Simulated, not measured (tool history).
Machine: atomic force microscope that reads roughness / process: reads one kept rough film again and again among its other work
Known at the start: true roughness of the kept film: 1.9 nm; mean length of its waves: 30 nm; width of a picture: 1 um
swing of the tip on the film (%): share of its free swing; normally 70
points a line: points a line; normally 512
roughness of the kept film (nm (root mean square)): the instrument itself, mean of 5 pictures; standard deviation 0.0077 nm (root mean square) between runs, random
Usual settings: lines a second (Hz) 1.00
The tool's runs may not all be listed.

| run | day | lines a second (Hz) | swing of the tip on the film (%) | points a line | roughness of the kept film (nm (root mean square)) |
|---|---|---|---|---|---|
| 1 | 0.000 | 1.00 | 70 | 512 | 1.636 |
| 2 | 0.504 | 1.00 | 70 | 512 | 1.629 |
| 3 | 0.904 | 1.00 | 70 | 512 | 1.636 |
| 4 | 1.138 | 1.71 | 70 | 512 | 1.559 |
| 5 | 1.488 | 1.36 | 70 | 512 | 1.603 |
| 6 | 1.712 | 1.00 | 70 | 413 | 1.646 |
| 7 | 2.117 | 1.00 | 70 | 413 | 1.637 |
| 8 | 2.367 | 1.00 | 70 | 413 | 1.628 |
|  | 2.421 | new tip fitted |
| 9 | 2.600 | 1.00 | 70 | 317 | 1.624 |
| 10 | 3.117 | 1.00 | 70 | 317 | 1.625 |
| 11 | 3.600 | 3.08 | 70 | 317 | 1.445 |
| 12 | 4.088 | 1.00 | 76 | 284 | 1.582 |
| 13 | 4.542 | 1.00 | 76 | 284 | 1.581 |
| 14 | 5.050 | 1.00 | 76 | 284 | 1.579 |
| 15 | 5.425 | 1.00 | 76 | 284 | 1.576 |

5 ways to go on from here, each from the tool as it stands after run 15. What would each give?
|  | 5.733 | new tip fitted |
| A | 5.883 | 1.40 | 76 | 323 | ? |
|  | 5.733 | new tip fitted |
| B | 5.883 | 0.76 | 76 | 758 | ? |
|  | 5.733 | new tip fitted |
| C | 5.883 | 2.44 | 67 | 992 | ? |
|  | 5.733 | new tip fitted |
| D | 5.883 | 1.00 | 74 | 411 | ? |
|  | 5.733 | new tip fitted |
| E | 5.883 | 1.00 | 70 | 265 | ? |

| run | roughness of the kept film (nm (root mean square)) |
|---|---|
| A | 1.523 |
| B | 1.638 |
| C | 1.555 |
| D | 1.618 |
| E | 1.626 |
Without the tool's hidden state the same runs would have given:
| run | roughness of the kept film (nm (root mean square)) |
|---|---|
| A | 1.523 |
| B | 1.638 |
| C | 1.555 |
| D | 1.618 |
| E | 1.626 |
